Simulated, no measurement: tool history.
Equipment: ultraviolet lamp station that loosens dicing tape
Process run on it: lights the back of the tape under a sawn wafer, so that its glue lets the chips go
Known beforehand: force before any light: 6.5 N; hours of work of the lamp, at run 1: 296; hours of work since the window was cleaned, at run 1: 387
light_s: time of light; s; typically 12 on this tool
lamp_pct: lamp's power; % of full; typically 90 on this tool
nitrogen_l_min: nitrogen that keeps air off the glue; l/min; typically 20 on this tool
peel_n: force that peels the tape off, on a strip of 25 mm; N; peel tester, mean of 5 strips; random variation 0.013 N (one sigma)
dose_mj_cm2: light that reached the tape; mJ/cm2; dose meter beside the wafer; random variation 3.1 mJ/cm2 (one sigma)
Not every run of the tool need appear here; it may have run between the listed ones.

run	hour	light_s	lamp_pct	nitrogen_l_min	hours of work of the lamp	hours of work since the window was cleaned	peel_n	dose_mj_cm2
1	0	12	90	20	296	387	0.88	385
2	31.8	12	90	20	313	404	0.918	383
3	61.8	12	90	20	328	420	0.94	385
4	116.9	12	90	20	357	449	0.918	376
5	157.9	12	90	20	379	470	0.974	365
6	223.9	12	90	20	413	505	0.984	363
7	254.9	12	90	20	430	521	1.022	353
# hour 290: window cleaned of glue's vapour
8	315.9	12	90	20	461	14	1.264	304
9	347.9	12	90	20	478	30	1.355	305
10	388.9	12	90	17	500	52	1.491	301
11	425.1	12	90	20	519	71	1.392	295
12	476.5	12	90	13	546	98	1.734	291
# hour 506.5: window cleaned of glue's vapour, once more
13	528.1	12	90	13	572	11	1.025	409
14	576.7	12	90	20	598	37	0.758	406
15	640	12	90	20	631	70	0.808	398
16	679.5	12	79	20	652	91	1.025	348
17	735.5	12	79	20	681	120	1.097	343
18	765.2	12	79	20	697	136	1.097	336
19	831.3	12	90	10	731	170	1.367	372
20	865.2	12	90	10	749	188	1.43	374
21	921.3	12	90	10	778	217	1.417	363
22	967.9	12	90	10	803	242	1.406	358
23	997.1	10	74	20	818	257	1.735	243
24	1034.9	10	74	20	838	277	1.727	241
25	1095.6	10	74	20	870	309	1.783	238
26	1141.3	13	73	10	894	333	1.864	301
27	1193.7	21	66	13	921	360	0.954	433
28	1233.9	8	100	13	942	381	2.059	245
29	1261.7	9	89	20	957	396	1.767	246
30	1292.9	9	89	20	973	412	1.798	241
31	1359.8	12	88	30	1008	447	1.044	304
32	1409.8	12	88	30	1034	473	1.089	302
33	1449.6	12	88	30	1055	494	1.09	300
34	1515.3	12	88	30	1090	529	1.102	297
# hour 1533.3: window cleaned of glue's vapour
35	1567.9	10	90	22	1117	18	1.252	298
36	1624.6	21	90	20	1147	48	0.357	609
37	1673.4	21	90	20	1172	73	0.36	603
38	1730	11	90	20	1202	103	1.188	311
39	1779.7	11	90	20	1228	129	1.267	311
40	1824	12	75	20	1251	152	1.475	273
41	1854.1	12	75	20	1267	168	1.537	274
42	1911.7	12	75	20	1297	198	1.559	266
43	1974.2	19	74	29	1330	231	0.641	405

Entry by entry between the runs, the difference in hidden state between the last listed run before and the first listed run after:
Runs 7 to 8: window cleaned of glue's vapour (hour 290)
  lamp's light, % of a new lamp's: 91.1 -> 90.5; light that the window lets through, % of a clean one's: 82.6 -> 72.1
  what was measured, less what the result would be without the hidden state, peel_n: +0.412 -> +0.667 N; dose_mj_cm2: -116 -> -164 mJ/cm2
Runs 12 to 13: window cleaned of glue's vapour, once more (hour 506.5)
  lamp's light, % of a new lamp's: 88.6 -> 88; light that the window lets through, % of a clean one's: 69.3 -> 99.6
  what was measured, less what the result would be without the hidden state, peel_n: +0.926 -> +0.211 N; dose_mj_cm2: -183 -> -58 mJ/cm2
Runs 34 to 35: window cleaned of glue's vapour (hour 1533.3)
  lamp's light, % of a new lamp's: 76.9 -> 76.3; light that the window lets through, % of a clean one's: 82.9 -> 99.3
  what was measured, less what the result would be without the hidden state, peel_n: +0.621 -> +0.468 N; dose_mj_cm2: -169 -> -95 mJ/cm2

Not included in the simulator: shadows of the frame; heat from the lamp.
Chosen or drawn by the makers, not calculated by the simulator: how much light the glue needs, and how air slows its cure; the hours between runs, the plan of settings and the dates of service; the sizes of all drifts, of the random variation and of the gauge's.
